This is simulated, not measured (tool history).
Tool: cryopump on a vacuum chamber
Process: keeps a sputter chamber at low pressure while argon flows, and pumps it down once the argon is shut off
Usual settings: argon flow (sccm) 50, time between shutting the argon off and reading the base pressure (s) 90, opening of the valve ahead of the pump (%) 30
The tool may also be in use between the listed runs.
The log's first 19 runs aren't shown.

run,hour,argon flow (sccm),time between shutting the argon off and reading the base pressure (s),opening of the valve ahead of the pump (%),hours of work since the pump was warmed up and emptied,hours of work since the cold head was overhauled,hours of work since the chamber's fittings were tightened,pressure while argon flows (Pa),pressure after the wait (uPa)
20,913.4,25,88,16,795,1918,1843,0.2125,1.71
21,964.6,22,88,17,837,1961,1885,0.1781,1.70
# hour 978.6: leaking fittings of the chamber tightened, without venting
22,994.1,55,90,34,859,1983,13,0.2334,1.11
23,1053.6,35,21,30,909,2032,62,0.1675,3.41
24,1109.5,51,200,30,955,2079,108,0.2443,0.76
25,1158.5,81,121,53,995,2119,148,0.2399,0.94
26,1201.9,50,88,30,1031,2155,184,0.2437,1.17
27,1256.6,29,90,59,1076,2200,229,0.0797,1.20
# hour 1286.9: pump warmed up, emptied and cooled again
28,1299.9,29,90,59,11,2232,261,0.0642,1.02
29,1356.1,29,90,59,57,2278,307,0.0653,1.07
30,1387.2,29,90,59,83,2304,333,0.0653,1.06
31,1427.7,29,90,59,116,2337,366,0.0649,1.07
32,1472.2,63,77,23,153,2374,403,0.3599,1.22
33,1533.9,46,90,44,204,2425,454,0.1421,1.13
34,1586.6,62,166,30,247,2468,498,0.2780,0.83

3 ways to go on from here, each from the tool as it stands after run 34. What would each give?
A,1619.2,26,90,35,274,2495,524,?,?
B,1619.2,31,25,22,274,2495,524,?,?
C,1619.2,22,90,17,274,2495,524,?,?

run,pressure while argon flows (Pa),pressure after the wait (uPa)
A,0.0989,1.12
B,0.1862,3.00
C,0.1720,1.11
Without the tool's hidden state the same runs would have given:
run,pressure while argon flows (Pa),pressure after the wait (uPa)
A,0.0956,0.91
B,0.1823,2.78
C,0.1692,0.90
